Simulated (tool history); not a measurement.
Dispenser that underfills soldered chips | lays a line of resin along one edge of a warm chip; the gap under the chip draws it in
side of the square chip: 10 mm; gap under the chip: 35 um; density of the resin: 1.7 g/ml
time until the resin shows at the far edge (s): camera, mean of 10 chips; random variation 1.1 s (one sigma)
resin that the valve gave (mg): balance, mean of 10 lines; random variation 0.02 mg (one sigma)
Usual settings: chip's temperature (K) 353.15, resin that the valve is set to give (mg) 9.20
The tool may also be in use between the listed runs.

run     day  chip's temperature (K)  resin that the valve is set to give (mg)  time until the resin shows at the far edge (s)  resin that the valve gave (mg)
  1   0.000                  353.15                                      9.20                                           105.4                            8.76
      0.100  -- dispensing valve cleaned and set on the balance
      0.529  -- new syringe of resin
  2   0.683                  353.15                                      9.20                                           116.0                            9.21
  3   1.004                  353.15                                      9.20                                           156.9                            9.19
      1.079  -- new syringe of resin
  4   1.575                  353.15                                      9.20                                           161.6                            9.16
      1.633  -- new syringe of resin
  5   1.992                  353.15                                      9.20                                           141.3                            9.16
      2.167  -- new syringe of resin
  6   2.388                  353.15                                      9.20                                           121.9                            9.13
      2.704  -- new syringe of resin
  7   3.096                  353.15                                      9.20                                           147.1                            9.06
      3.262  -- new syringe of resin
  8   3.538                  353.15                                     11.78                                           124.7                           11.56
      3.825  -- new syringe of resin
  9   4.054                  353.15                                     11.78                                           122.0                           11.59
      4.354  -- new syringe of resin
 10   4.629                  353.15                                     11.78                                           126.1                           11.54
      4.888  -- new syringe of resin
 11   4.967                  353.15                                     11.78                                           104.5                           11.55
 12   5.312                  353.15                                     11.78                                           145.7                           11.52
      5.462  -- new syringe of resin
 13   5.688                  353.15                                      9.20                                           123.8                            8.94
      6.000  -- new syringe of resin
 14   6.300                  353.15                                      9.20                                           129.9                            8.97
      6.533  -- new syringe of resin
 15   6.975                  347.15                                      9.20                                           199.6                            8.93
      7.079  -- new syringe of resin
 16   7.546                  342.15                                      9.20                                           271.1                            8.87
      7.600  -- new syringe of resin
      8.129  -- new syringe of resin
 17   8.250                  342.15                                      9.20                                           193.1                            8.83
      8.679  -- new syringe of resin
 18   8.688                  348.15                                     10.36                                           125.3                            9.94
 19   8.967                  347.15                                      9.03                                           173.5                            8.66
      9.229  -- new syringe of resin
      9.425  -- dispensing valve cleaned and set on the balance
 20   9.496                  340.15                                     11.76                                           231.1                           11.77
      9.800  -- new syringe of resin
 21  10.196                  340.15                                     11.76                                           275.3                           11.75
     10.367  -- new syringe of resin
 22  10.596                  347.15                                     11.18                                           159.9                           11.15
     10.929  -- new syringe of resin
 23  11.254                  347.15                                     11.18                                           172.7                           11.04
     11.454  -- new syringe of resin
 24  11.679                  362.15                                     11.57                                            76.6                           11.42
     12.025  -- new syringe of resin
 25  12.217                  362.15                                     11.57                                            74.9                           11.41
     12.571  -- new syringe of resin
 26  12.767                  340.15                                     11.14                                           221.5                           10.97
     13.121  -- new syringe of resin
 27  13.121                  340.15                                     11.14                                           185.9                           10.94
     13.675  -- new syringe of resin
 28  13.675                  340.15                                     11.14                                           176.3                           10.92
     14.217  -- new syringe of resin
 29  14.262                  340.15                                     11.14                                           189.7                           10.87
 30  14.621                  340.15                                     11.14                                           265.7                           10.91
     14.779  -- new syringe of resin
     15.325  -- new syringe of resin
 31  15.329                  340.15                                     11.14                                           184.4                           10.85
     15.850  -- new syringe of resin
 32  15.900                  353.15                                      7.95                                           104.7                            7.65
     16.375  -- new syringe of resin
 33  16.375                  347.15                                     11.81                                           125.2                           11.42

3 ways to go on from here, each from the tool as it stands after run 33. What would each give?
  A  16.846                  357.15                                      8.41                                               ?                               ?
  B  16.846                  362.15                                      8.76                                               ?                               ?
  C  16.846                  353.15                                     10.19                                               ?                               ?

run  time until the resin shows at the far edge (s)  resin that the valve gave (mg)
  A                                           123.2                            8.11
  B                                            97.1                            8.46
  C                                           146.4                            9.84
Without the tool's hidden state the same runs would have given:
run  time until the resin shows at the far edge (s)  resin that the valve gave (mg)
  A                                            84.8                            8.41
  B                                            66.7                            8.78
  C                                           101.4                           10.21
